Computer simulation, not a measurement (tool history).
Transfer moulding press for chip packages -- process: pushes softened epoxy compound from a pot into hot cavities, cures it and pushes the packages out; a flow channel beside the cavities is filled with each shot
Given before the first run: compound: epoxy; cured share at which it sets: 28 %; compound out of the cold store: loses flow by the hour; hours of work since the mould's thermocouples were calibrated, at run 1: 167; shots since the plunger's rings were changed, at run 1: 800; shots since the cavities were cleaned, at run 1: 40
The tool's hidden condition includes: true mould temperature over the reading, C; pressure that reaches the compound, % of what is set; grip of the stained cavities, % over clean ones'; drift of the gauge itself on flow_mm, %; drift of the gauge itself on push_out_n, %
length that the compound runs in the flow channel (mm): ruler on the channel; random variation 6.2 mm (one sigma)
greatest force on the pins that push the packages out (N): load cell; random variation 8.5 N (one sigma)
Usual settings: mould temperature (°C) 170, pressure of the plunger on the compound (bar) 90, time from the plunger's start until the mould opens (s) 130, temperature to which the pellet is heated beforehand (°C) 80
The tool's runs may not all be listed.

run	hour	mould temperature (°C)	pressure of the plunger on the compound (bar)	time from the plunger's start until the mould opens (s)	temperature to which the pellet is heated beforehand (°C)	hours of work since the mould's thermocouples were calibrated	shots since the plunger's rings were changed	shots since the cavities were cleaned	incoming compound's hours out of the cold store	length that the compound runs in the flow channel (mm)	greatest force on the pins that push the packages out (N)
1	0	170	90	130	80	167	800	40	16.9	753	379
2	30.3	170	90	145	80	185	1060	300	43.2	646	334
3	46.4	170	90	145	80	194	1199	439	28.1	701	330
4	70.7	170	90	130	80	208	1407	647	38.1	677	362
# hour 87.8: cavities cleaned with cleaning compound and waxed
5	87.8	170	90	130	80	216	1542	0	26.6	729	376
6	121.6	170	90	130	80	236	1832	290	46.4	641	365
7	150.4	170	90	130	80	252	2079	537	21.2	742	377
8	172.8	170	90	130	80	265	2272	730	27.4	727	384
# hour 178.9: cavities cleaned with cleaning compound and waxed
9	191.2	170	90	142	80	274	2417	106	27.4	711	326
10	209.6	170	90	142	80	285	2575	264	12.3	777	334
11	231	170	90	130	80	297	2759	448	23.1	743	377
12	253.2	170	90	130	80	309	2950	639	17.8	759	373
# hour 269.1: cavities cleaned with cleaning compound and waxed
13	272.4	170	90	130	80	319	3102	28	42.4	667	362
14	293	170	90	130	80	331	3279	205	33.9	701	374
15	315	169	69.4	112	77	344	3468	394	19.3	665	541
16	336.1	169	69.4	112	77	356	3649	575	18.6	659	531
# hour 361.4: cavities cleaned with cleaning compound and waxed
17	366.6	169	69.4	112	77	372	3898	44	24.1	642	509
18	395.1	170	68.5	161	80	388	4143	289	20.3	647	313
19	412.4	170	87.3	136	89	398	4292	438	24	716	354
# hour 429.4: plunger's sealing rings changed
20	431.8	170	107.1	131	80	407	21	583	12.9	856	381
# hour 454.1: cavities cleaned with cleaning compound and waxed
21	468	170	107.1	131	80	427	318	119	15.8	835	367
22	494	167	107.1	131	89	442	542	343	19	846	465
23	525.5	170	107.1	131	89	460	813	614	18.5	820	381
24	540.1	171	90.2	135	84	468	938	739	14.1	766	351
# hour 544.1: cavities cleaned with cleaning compound and waxed
# hour 560.1: mould's thermocouples calibrated
25	577.2	163	90	115	80	10	1226	266	28.7	745	777
26	601.4	170	97.9	130	80	23	1435	475	10.1	830	401
# hour 636.9: cavities cleaned with cleaning compound and waxed
27	636.9	170	97.9	130	80	43	1727	0	12.1	824	373

Here are 5 independent what-if runs from the current tool condition. What would each one return?
A	662.7	177	71.8	130	88	57	1948	221	42.2	?	?
B	662.7	170	103.4	139	80	57	1948	221	34.5	?	?
C	662.7	171	70.2	131	80	57	1948	221	36.4	?	?
D	662.7	167	97.9	130	78	57	1948	221	39.2	?	?
E	662.7	172	108.3	129	80	57	1948	221	45.6	?	?

run	length that the compound runs in the flow channel (mm)	greatest force on the pins that push the packages out (N)
A	565	304
B	743	342
C	604	337
D	711	424
E	698	331
With the hidden condition removed and each run's random variation left untouched, the same runs would have given:
run	length that the compound runs in the flow channel (mm)	greatest force on the pins that push the packages out (N)
A	565	303
B	743	341
C	604	336
D	712	423
E	699	330
